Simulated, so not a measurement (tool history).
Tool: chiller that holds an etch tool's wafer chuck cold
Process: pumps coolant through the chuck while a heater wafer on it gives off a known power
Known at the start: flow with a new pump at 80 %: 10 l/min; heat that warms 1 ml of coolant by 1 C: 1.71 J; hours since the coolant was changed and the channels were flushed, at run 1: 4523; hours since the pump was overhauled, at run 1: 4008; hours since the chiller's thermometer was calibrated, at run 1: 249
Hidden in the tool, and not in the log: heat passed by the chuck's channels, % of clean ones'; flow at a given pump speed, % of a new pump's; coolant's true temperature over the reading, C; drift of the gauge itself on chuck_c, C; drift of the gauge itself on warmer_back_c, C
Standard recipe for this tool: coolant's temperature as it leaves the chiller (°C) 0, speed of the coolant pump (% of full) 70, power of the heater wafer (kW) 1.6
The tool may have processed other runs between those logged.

| run | day | coolant's temperature as it leaves the chiller (°C) | speed of the coolant pump (% of full) | power of the heater wafer (kW) | hours since the coolant was changed and the channels were flushed | hours since the pump was overhauled | hours since the chiller's thermometer was calibrated | chuck's temperature once it has settled (°C) | how much warmer the coolant comes back (C) |
|---|---|---|---|---|---|---|---|---|---|
| 1 | 0 | 0 | 70 | 1.6 | 4523 | 4008 | 249 | 12.1 | 6.61 |
| 2 | 5.388 | 0 | 70 | 1.6 | 4653 | 4137 | 379 | 12.1 | 6.56 |
| 3 | 8.438 | 0 | 70 | 2.327 | 4726 | 4210 | 452 | 17.6 | 9.54 |
| 4 | 13.017 | 0 | 70 | 1.818 | 4836 | 4320 | 562 | 13.9 | 7.5 |
| 5 | 16.883 | -9 | 70 | 1.6 | 4928 | 4413 | 655 | 3 | 6.62 |
| 6 | 22.204 | 0 | 70 | 1.6 | 5056 | 4541 | 782 | 11.9 | 6.68 |
| 7 | 26.617 | 0 | 70 | 1.6 | 5162 | 4647 | 888 | 12 | 6.64 |
| 8 | 30.321 | 0 | 70 | 1.6 | 5251 | 4736 | 977 | 12.2 | 6.62 |
| 9 | 33.412 | -4 | 70 | 1.6 | 5325 | 4810 | 1051 | 8.2 | 6.64 |
| 10 | 37.554 | 6 | 83 | 0.823 | 5425 | 4909 | 1151 | 11.3 | 2.91 |
| 11 | 41.783 | -2 | 86 | 0.969 | 5526 | 5011 | 1252 | 4 | 3.33 |
| 12 | 45.138 | -2 | 92 | 0.822 | 5607 | 5091 | 1333 | 2.9 | 2.63 |
| 13 | 47.508 | -2 | 92 | 0.822 | 5664 | 5148 | 1390 | 2.9 | 2.55 |
| 14 | 49.688 | -2 | 92 | 0.822 | 5716 | 5200 | 1442 | 3.1 | 2.58 |
| 15 | 52.775 | 0 | 75 | 0.913 | 5790 | 5274 | 1516 | 6.5 | 3.58 |
| 16 | 55.658 | 0 | 75 | 0.913 | 5859 | 5344 | 1585 | 6.6 | 3.62 |

What if the next run were any one of these 4? Each begins from the tool's condition after run 16:
| A | 60.45 | 4 | 63 | 1.766 | 5974 | 5459 | 1700 | ? | ? |
| B | 60.45 | 6 | 79 | 1.756 | 5974 | 5459 | 1700 | ? | ? |
| C | 60.45 | 6 | 91 | 2.131 | 5974 | 5459 | 1700 | ? | ? |
| D | 60.45 | 0 | 97 | 0.913 | 5974 | 5459 | 1700 | ? | ? |

| run | chuck's temperature once it has settled (°C) | how much warmer the coolant comes back (C) |
|---|---|---|
| A | 18.7 | 8.37 |
| B | 17.9 | 6.45 |
| C | 18.8 | 6.68 |
| D | 5.4 | 2.8 |
Without the tool's unlogged condition, the same runs would have read:
| run | chuck's temperature once it has settled (°C) | how much warmer the coolant comes back (C) |
|---|---|---|
| A | 18.7 | 8.17 |
| B | 17.9 | 6.25 |
| C | 18.8 | 6.48 |
| D | 5.4 | 2.6 |
